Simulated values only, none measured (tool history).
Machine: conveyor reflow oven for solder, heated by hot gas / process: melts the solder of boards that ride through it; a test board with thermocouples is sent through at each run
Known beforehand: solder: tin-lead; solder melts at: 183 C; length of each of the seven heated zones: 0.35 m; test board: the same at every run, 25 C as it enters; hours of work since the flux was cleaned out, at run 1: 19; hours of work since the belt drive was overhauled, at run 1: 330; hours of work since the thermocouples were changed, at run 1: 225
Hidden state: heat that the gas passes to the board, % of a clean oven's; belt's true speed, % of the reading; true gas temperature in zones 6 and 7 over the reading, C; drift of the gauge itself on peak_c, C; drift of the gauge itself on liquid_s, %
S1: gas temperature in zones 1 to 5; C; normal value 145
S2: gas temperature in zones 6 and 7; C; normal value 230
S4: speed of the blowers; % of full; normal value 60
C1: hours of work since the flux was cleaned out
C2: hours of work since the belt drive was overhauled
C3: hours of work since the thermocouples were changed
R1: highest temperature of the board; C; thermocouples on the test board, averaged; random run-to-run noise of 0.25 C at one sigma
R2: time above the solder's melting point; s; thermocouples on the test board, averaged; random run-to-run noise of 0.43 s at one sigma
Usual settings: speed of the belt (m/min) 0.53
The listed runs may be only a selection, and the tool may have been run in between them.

{"run": 1, "hour": 0.0, "S1": 145, "S2": 230, "speed of the belt (m/min)": 0.53, "S4": 60, "C1": 19, "C2": 330, "C3": 225, "R1": 212.1, "R2": 57.6}
{"run": 2, "hour": 19.6, "S1": 145, "S2": 230, "speed of the belt (m/min)": 0.53, "S4": 60, "C1": 31, "C2": 342, "C3": 237, "R1": 212, "R2": 58.8}
{"run": 3, "hour": 44.2, "S1": 145, "S2": 230, "speed of the belt (m/min)": 0.53, "S4": 60, "C1": 46, "C2": 357, "C3": 252, "R1": 212, "R2": 57.4}
{"run": 4, "hour": 64.9, "S1": 145, "S2": 230, "speed of the belt (m/min)": 0.53, "S4": 60, "C1": 59, "C2": 369, "C3": 265, "R1": 212.3, "R2": 57.7}
{"run": 5, "hour": 85.3, "S1": 145, "S2": 230, "speed of the belt (m/min)": 0.53, "S4": 60, "C1": 71, "C2": 382, "C3": 277, "R1": 212.1, "R2": 57.5}
{"run": 6, "hour": 100.3, "S1": 145, "S2": 230, "speed of the belt (m/min)": 0.53, "S4": 60, "C1": 81, "C2": 391, "C3": 286, "R1": 212.3, "R2": 57.4}
{"run": 7, "hour": 114.1, "S1": 145, "S2": 230, "speed of the belt (m/min)": 0.53, "S4": 60, "C1": 89, "C2": 399, "C3": 295, "R1": 212.1, "R2": 57.7}
{"run": 8, "hour": 125.6, "S1": 145, "S2": 230, "speed of the belt (m/min)": 0.53, "S4": 60, "C1": 96, "C2": 406, "C3": 302, "R1": 212.1, "R2": 57.3}
{"run": 9, "hour": 149.9, "S1": 145, "S2": 230, "speed of the belt (m/min)": 0.53, "S4": 60, "C1": 111, "C2": 421, "C3": 316, "R1": 211.8, "R2": 56.5}
{"run": 10, "hour": 171.0, "S1": 145, "S2": 230, "speed of the belt (m/min)": 0.53, "S4": 60, "C1": 123, "C2": 434, "C3": 329, "R1": 211.9, "R2": 56.1}
{"run": 11, "hour": 186.0, "S1": 145, "S2": 230, "speed of the belt (m/min)": 0.53, "S4": 60, "C1": 133, "C2": 443, "C3": 338, "R1": 211.3, "R2": 56.8}
{"run": 12, "hour": 211.8, "S1": 145, "S2": 230, "speed of the belt (m/min)": 0.53, "S4": 72, "C1": 148, "C2": 459, "C3": 354, "R1": 215.8, "R2": 61.6}
{"run": 13, "hour": 230.9, "S1": 155, "S2": 227, "speed of the belt (m/min)": 0.486, "S4": 83, "C1": 160, "C2": 470, "C3": 366, "R1": 219.6, "R2": 76.7}
{"run": 14, "hour": 247.7, "S1": 155, "S2": 227, "speed of the belt (m/min)": 0.486, "S4": 83, "C1": 170, "C2": 481, "C3": 376, "R1": 219.1, "R2": 75.5}
{"run": 15, "hour": 262.1, "S1": 134, "S2": 227, "speed of the belt (m/min)": 0.486, "S4": 83, "C1": 179, "C2": 489, "C3": 385, "R1": 216.6, "R2": 64.6}
{"run": 16, "hour": 274.0, "S1": 134, "S2": 227, "speed of the belt (m/min)": 0.486, "S4": 83, "C1": 186, "C2": 497, "C3": 392, "R1": 217.1, "R2": 65.1}
{"run": 17, "hour": 299.0, "S1": 134, "S2": 227, "speed of the belt (m/min)": 0.486, "S4": 83, "C1": 201, "C2": 512, "C3": 407, "R1": 216.7, "R2": 65.9}
{"run": 18, "hour": 322.3, "S1": 145, "S2": 230, "speed of the belt (m/min)": 0.545, "S4": 65, "C1": 215, "C2": 526, "C3": 421, "R1": 212.1, "R2": 56.3}
{"run": 19, "hour": 336.3, "S1": 155, "S2": 234, "speed of the belt (m/min)": 0.53, "S4": 60, "C1": 224, "C2": 534, "C3": 430, "R1": 216.8, "R2": 66.9}
{"run": 20, "hour": 354.8, "S1": 155, "S2": 234, "speed of the belt (m/min)": 0.53, "S4": 60, "C1": 235, "C2": 546, "C3": 441, "R1": 217.4, "R2": 65.7}
{"run": 21, "hour": 367.8, "S1": 145, "S2": 245, "speed of the belt (m/min)": 0.53, "S4": 60, "C1": 243, "C2": 554, "C3": 449, "R1": 223.8, "R2": 66.4}
{"run": 22, "hour": 384.7, "S1": 145, "S2": 245, "speed of the belt (m/min)": 0.53, "S4": 60, "C1": 253, "C2": 564, "C3": 459, "R1": 223.2, "R2": 67.3}
{"run": 23, "hour": 403.2, "S1": 156, "S2": 230, "speed of the belt (m/min)": 0.53, "S4": 60, "C1": 265, "C2": 575, "C3": 470, "R1": 213.6, "R2": 64.6}

5 options for the next run, each taken on its own from the tool as it stands now. Forecast them:
{"run": "A", "hour": 418.8, "S1": 134, "S2": 230, "speed of the belt (m/min)": 0.53, "S4": 87, "C1": 274, "C2": 585, "C3": 480, "R1": "?", "R2": "?"}
{"run": "B", "hour": 418.8, "S1": 153, "S2": 230, "speed of the belt (m/min)": 0.624, "S4": 89, "C1": 274, "C2": 585, "C3": 480, "R1": "?", "R2": "?"}
{"run": "C", "hour": 418.8, "S1": 156, "S2": 230, "speed of the belt (m/min)": 0.504, "S4": 55, "C1": 274, "C2": 585, "C3": 480, "R1": "?", "R2": "?"}
{"run": "D", "hour": 418.8, "S1": 154, "S2": 236, "speed of the belt (m/min)": 0.53, "S4": 60, "C1": 274, "C2": 585, "C3": 480, "R1": "?", "R2": "?"}
{"run": "E", "hour": 418.8, "S1": 145, "S2": 230, "speed of the belt (m/min)": 0.588, "S4": 60, "C1": 274, "C2": 585, "C3": 480, "R1": "?", "R2": "?"}

run=A R1=217.5 R2=59.7
run=B R1=216.6 R2=56.2
run=C R1=213.9 R2=67.5
run=D R1=218.6 R2=67.9
run=E R1=207.5 R2=47.1
Had the tool no hidden state, the same runs would have come out as:
run=A R1=217.6 R2=59.2
run=B R1=216.7 R2=55.6
run=C R1=213.4 R2=66
run=D R1=218.2 R2=66.6
run=E R1=207.4 R2=46.4
